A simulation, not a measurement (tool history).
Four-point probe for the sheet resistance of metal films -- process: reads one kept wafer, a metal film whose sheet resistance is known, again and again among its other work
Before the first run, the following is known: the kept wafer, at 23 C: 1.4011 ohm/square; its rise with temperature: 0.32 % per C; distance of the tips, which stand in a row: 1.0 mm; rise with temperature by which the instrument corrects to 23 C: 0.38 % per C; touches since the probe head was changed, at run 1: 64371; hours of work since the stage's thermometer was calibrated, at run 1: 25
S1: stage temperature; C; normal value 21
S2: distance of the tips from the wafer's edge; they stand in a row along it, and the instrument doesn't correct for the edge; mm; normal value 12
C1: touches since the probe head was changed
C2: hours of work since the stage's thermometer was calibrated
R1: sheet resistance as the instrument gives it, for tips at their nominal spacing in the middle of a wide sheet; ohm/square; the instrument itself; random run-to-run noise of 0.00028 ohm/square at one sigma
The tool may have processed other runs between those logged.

run	day	S1	S2	C1	C2	R1
1	0	21	12	64371	25	1.40876
2	2.533	21	12	67113	58	1.407566
3	4.746	21	12	69508	88	1.40788
4	8.867	21	12	73968	143	1.406534
5	11.962	21	12	77318	184	1.406044
6	15.421	30	12	81060	231	1.397018
7	18.417	21	12	84302	271	1.404926
8	21.175	24	12	87286	308	1.401466
9	25.479	24	12	91944	365	1.400882
10	28.55	24	12	95267	406	1.400095
11	30.488	21	12	97362	432	1.402466
12	34.679	21	12	101901	488	1.402014
13	37.342	21	12	104783	524	1.400783
# day 39.992: new probe head fitted
14	41.742	21	12	1894	582	1.40769
15	45.988	21	12	6487	639	1.40661
16	48.267	21	12	8953	669	1.406132
17	51.242	19	12	12176	709	1.407019
18	54.35	23	12	15537	750	1.403273
19	56.933	23	12	18332	785	1.40319
20	59.775	31	4	21410	823	1.435602
21	64.183	31	4	26179	882	1.434405
22	67.321	31	4	29575	924	1.433799
23	70.6	31	55	33124	967	1.388093
24	74.879	24	23	37755	1025	1.39424
25	77.396	24	23	40477	1058	1.394193
26	80.129	19	6	43437	1095	1.417158
27	83.738	19	6	47339	1143	1.416628
28	86.838	31	4	50695	1184	1.430184
29	91.25	31	32	55469	1243	1.384745
30	93.967	32	12	58412	1280	1.388176
31	96.488	18	72	61138	1313	1.394668
32	99.746	20	5	64664	1357	1.421664
33	102.838	29	4	68009	1398	1.428512
34	107.179	29	4	72709	1456	1.427929
35	111.812	21	20	77722	1518	1.390594
36	114.108	21	20	80209	1549	1.389538

Here are 3 independent what-if runs from the current tool condition. What would each one return?
A	116.633	22	8	82938	1582	?
B	116.633	21	20	82938	1582	?
C	116.633	30	17	82938	1582	?

run	R1
A	1.398652
B	1.38936
C	1.382729
With no hidden state in the tool, these same runs would have given:
run	R1
A	1.413935
B	1.404542
C	1.39791
